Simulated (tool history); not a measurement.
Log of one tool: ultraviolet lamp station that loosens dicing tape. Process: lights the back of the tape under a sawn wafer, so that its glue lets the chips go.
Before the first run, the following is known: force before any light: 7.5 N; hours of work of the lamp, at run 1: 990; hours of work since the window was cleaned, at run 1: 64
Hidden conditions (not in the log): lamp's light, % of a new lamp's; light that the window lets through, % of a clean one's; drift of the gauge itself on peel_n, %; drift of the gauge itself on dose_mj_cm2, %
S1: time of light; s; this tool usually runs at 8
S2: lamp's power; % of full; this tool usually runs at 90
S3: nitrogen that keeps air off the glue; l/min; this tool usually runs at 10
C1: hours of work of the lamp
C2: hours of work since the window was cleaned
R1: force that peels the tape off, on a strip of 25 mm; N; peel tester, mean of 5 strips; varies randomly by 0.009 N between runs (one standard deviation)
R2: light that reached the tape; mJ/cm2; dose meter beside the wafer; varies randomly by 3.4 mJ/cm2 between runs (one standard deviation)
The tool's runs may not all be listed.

run	day	S1	S2	S3	C1	C2	R1	R2
1	0	8	90	10	990	64	0.725	419
2	1.638	8	90	10	1010	84	0.734	413
3	3.25	5	90	10	1030	104	1.729	260
4	5.358	5	90	10	1056	130	1.728	253
5	6.471	5	90	10	1070	144	1.772	250
6	7.646	5	90	10	1085	158	1.825	246
7	9.138	5	90	10	1103	177	1.854	242
8	10.375	5	90	10	1119	192	1.919	245
9	11.529	8	90	10	1133	207	0.872	381
10	13.417	8	90	10	1156	230	0.849	375
11	14.696	8	98	10	1172	246	0.76	410
12	15.671	8	98	10	1184	258	0.758	402
# day 17.471: window cleaned of glue's vapour
13	17.471	8	98	10	1206	0	0.634	445
14	19.458	8	98	10	1231	25	0.66	435
15	21.379	8	98	10	1255	49	0.658	428
16	23.246	8	98	10	1278	72	0.706	422
17	24.412	8	98	10	1293	86	0.706	416
18	26.212	7	98	14	1315	109	0.76	357
19	28.117	12	98	14	1339	132	0.19	608
20	29.746	12	98	14	1359	152	0.189	592
21	30.879	12	98	14	1373	166	0.195	595
22	32.429	12	98	14	1392	186	0.225	590
23	34.062	12	98	14	1412	206	0.239	579
24	35.867	12	98	14	1435	228	0.229	568
25	37.608	7	64	10	1456	250	2.09	218
26	39.175	11	84	6	1476	270	0.961	439
# day 40.1: window cleaned of glue's vapour
27	40.517	11	84	6	1492	5	0.781	483
28	41.712	13	85	10	1507	20	0.325	571
29	42.704	11	65	4	1519	32	1.767	369
30	44.338	7	75	10	1540	53	1.604	265
31	45.771	7	75	10	1558	70	1.705	264
32	47.5	7	75	10	1579	92	1.662	257

For each entry between runs, how does the tool's hidden state at the last listed run before it compare with that at the first listed run after it?
Logged between run 12 and run 13: window cleaned of glue's vapour (day 17.471)
  lamp's light, % of a new lamp's: 75.5 -> 75.1; light that the window lets through, % of a clean one's: 90.9 -> 99.1
  measured value less the no-hidden-state value, R1: +0.458 -> +0.337 N; R2: -184 -> -152 mJ/cm2
Logged between run 26 and run 27: window cleaned of glue's vapour (day 40.1)
  lamp's light, % of a new lamp's: 69.9 -> 69.6; light that the window lets through, % of a clean one's: 90.1 -> 99.7
  measured value less the no-hidden-state value, R1: +0.63 -> +0.466 N; R2: -258 -> -214 mJ/cm2
